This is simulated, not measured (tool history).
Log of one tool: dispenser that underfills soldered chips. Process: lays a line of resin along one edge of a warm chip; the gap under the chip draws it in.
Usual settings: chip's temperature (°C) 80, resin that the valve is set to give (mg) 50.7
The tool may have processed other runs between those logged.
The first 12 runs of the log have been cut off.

run	day	chip's temperature (°C)	resin that the valve is set to give (mg)	time until the resin shows at the far edge (s)	resin that the valve gave (mg)
# day 4.242: new syringe of resin
13	4.479	80	50.1	202.2	49.18
# day 4.575: new syringe of resin
14	4.858	81	50.7	209.5	49.56
# day 4.892: new syringe of resin
# day 5.208: new syringe of resin
15	5.308	81	50.7	155.6	49.4
# day 5.529: new syringe of resin
# day 5.683: dispensing valve cleaned and set on the balance
16	5.838	81	50.7	198.2	50.48
# day 5.888: new syringe of resin
# day 6.221: new syringe of resin
17	6.35	81	62.4	159.1	62.05
# day 6.55: new syringe of resin
18	6.704	77	59.5	196.3	58.84
# day 6.892: new syringe of resin
19	7.112	77	59.5	216.5	58.59
# day 7.204: new syringe of resin
# day 7.533: new syringe of resin
20	7.533	83	59.3	124.4	57.74
21	7.742	82	48.1	180.5	47.03
# day 7.871: new syringe of resin
22	8.004	92	44.7	110.3	43.63
# day 8.192: new syringe of resin
# day 8.233: dispensing valve cleaned and set on the balance
23	8.396	94	51.8	102.5	51.69
# day 8.575: new syringe of resin
# day 8.892: new syringe of resin
24	8.9	94	51.8	79.1	51.39
# day 9.225: new syringe of resin
25	9.275	94	51.8	86.3	51.07
# day 9.558: new syringe of resin
26	9.721	80	55.7	176.4	54.75
# day 9.879: new syringe of resin
27	9.958	79	43.9	173	43.05
28	10.171	79	45.5	234	44.43
# day 10.221: new syringe of resin
29	10.508	83	45.5	196.1	44.51
# day 10.542: new syringe of resin
# day 10.775: dispensing valve cleaned and set on the balance
# day 10.925: new syringe of resin
30	11.025	87	58.6	118.3	58.71
# day 11.267: new syringe of resin
31	11.329	87	58.6	114	58.62
32	11.546	87	58.6	159.7	58.2
# day 11.592: new syringe of resin
# day 11.908: new syringe of resin
33	12.029	77	50.3	185.3	49.46
# day 12.238: new syringe of resin
34	12.496	82	54.6	184.4	53.46

Consider 4 possible next runs. They are alternatives, not a sequence: every one starts from the tool as it was left by run 34. What does each give?
# day 12.588: new syringe of resin
A	12.812	80	54.6	?	?
# day 12.588: new syringe of resin
B	12.812	73	59.8	?	?
# day 12.588: new syringe of resin
C	12.812	90	50.7	?	?
# day 12.588: new syringe of resin
D	12.812	77	50.7	?	?

run	time until the resin shows at the far edge (s)	resin that the valve gave (mg)
A	192.4	53.26
B	257.9	58.09
C	128.6	49.56
D	222.2	49.85
Take away the tool's hidden state, keep each run's random variation, and the runs would have read:
run	time until the resin shows at the far edge (s)	resin that the valve gave (mg)
A	147.5	54.5
B	198.8	59.45
C	98	50.71
D	170.4	51.01

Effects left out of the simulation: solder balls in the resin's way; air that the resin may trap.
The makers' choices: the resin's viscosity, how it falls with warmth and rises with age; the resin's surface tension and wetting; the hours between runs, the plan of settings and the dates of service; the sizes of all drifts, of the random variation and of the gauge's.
